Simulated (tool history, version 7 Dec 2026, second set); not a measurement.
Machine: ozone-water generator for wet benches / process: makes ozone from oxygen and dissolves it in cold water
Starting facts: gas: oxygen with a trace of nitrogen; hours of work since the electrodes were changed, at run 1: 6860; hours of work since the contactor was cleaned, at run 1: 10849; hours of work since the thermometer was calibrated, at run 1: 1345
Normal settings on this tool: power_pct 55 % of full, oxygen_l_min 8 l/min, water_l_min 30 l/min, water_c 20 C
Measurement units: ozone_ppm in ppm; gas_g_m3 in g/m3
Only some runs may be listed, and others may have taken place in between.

run      day  power_pct  oxygen_l_min  water_l_min  water_c  hours of work since the electrodes were changed  hours of work since the contactor was cleaned  hours of work since the thermometer was calibrated  ozone_ppm  gas_g_m3
  1        0         55             8           30       20                                             6860                                          10849                                                1345       14.9     191.9
  2    4.692         55             8           30       24                                             6954                                          10943                                                1439       13.8     193.1
  3   12.825         55             8           30       24                                             7117                                          11107                                                1602         14     192.7
  4   19.625         55             8           30       12                                             7254                                          11243                                                1739       16.6     190.6
  5   28.108         55             8           30       12                                             7424                                          11413                                                1909       16.5     190.1
      29.592  -- contactor cleaned
  6    36.35         55             8           30       12                                             7586                                            136                                                2071       16.6     191.8
  7   41.946         55             8           30       12                                             7698                                            248                                                2184       16.6     189.6
  8   50.154         62             8           30       20                                             7863                                            413                                                2349       16.2     210.9
  9   56.746         62          7.91           30       20                                             7996                                            545                                                2481       16.1     212.3
 10   64.904         62          7.91           30       21                                             8159                                            709                                                2645       16.1     212.2
 11   70.654         62          7.91           30       21                                             8275                                            824                                                2760       16.5     215.1
 12   77.708         62          7.91           30       21                                             8416                                            966                                                2902       16.1     212.2
 13   84.396         55             8           30       20                                             8551                                           1100                                                3036       14.8     192.6
 14   91.158         55             8           30       20                                             8687                                           1236                                                3172       14.7       190
 15   99.354         55             8           30       20                                             8851                                           1401                                                3336       14.8     192.4
 16  104.854         42         12.44           30       17                                             8962                                           1511                                                3447       11.7     114.1
 17  110.871         42         12.44           30       17                                             9082                                           1632                                                3568       11.5     114.9
 18  114.454         55             8           32       15                                             9154                                           1704                                                3639       15.3     190.7
 19  118.529         51          6.77           19       25                                             9236                                           1786                                                3721       18.6       200
 20  123.762         51          6.77           19       13                                             9341                                           1891                                                3826       22.7     201.7
 21  128.638         51          6.77           19       13                                             9439                                           1989                                                3924       23.1     199.2
 22  136.288         51          5.31           19       21                                             9593                                           2142                                                4078       20.6     233.5
     137.971  -- water thermometer calibrated
 23  142.058         55          5.77           30       24                                             9708                                           2258                                                  82       14.5     237.3
 24  150.725         45          6.65           30       27                                             9882                                           2432                                                 256       11.3     182.2
 25  159.392         45          6.65           30       27                                            10056                                           2606                                                 430       11.5     183.5
 26    167.9         91          8.13           30       20                                            10227                                           2776                                                 601       22.5     285.2
 27  174.446         91          8.13           30       20                                            10358                                           2908                                                 732       22.5     285.8
 28  183.162         55             8           30       15                                            10533                                           3083                                                 907       15.8     191.5
 29  188.321         68             8           30       13                                            10637                                           3186                                                1011       19.5     225.6

Hidden state at the last listed run before each entry between runs and at the first one after, where it differs:
From run 5 to run 6: contactor cleaned (day 29.592)
  contactor's efficiency, % of a clean one's: 99.8 -> 100
From run 22 to run 23: water thermometer calibrated (day 137.971)
  no difference in the tool's unlogged condition between these two runs
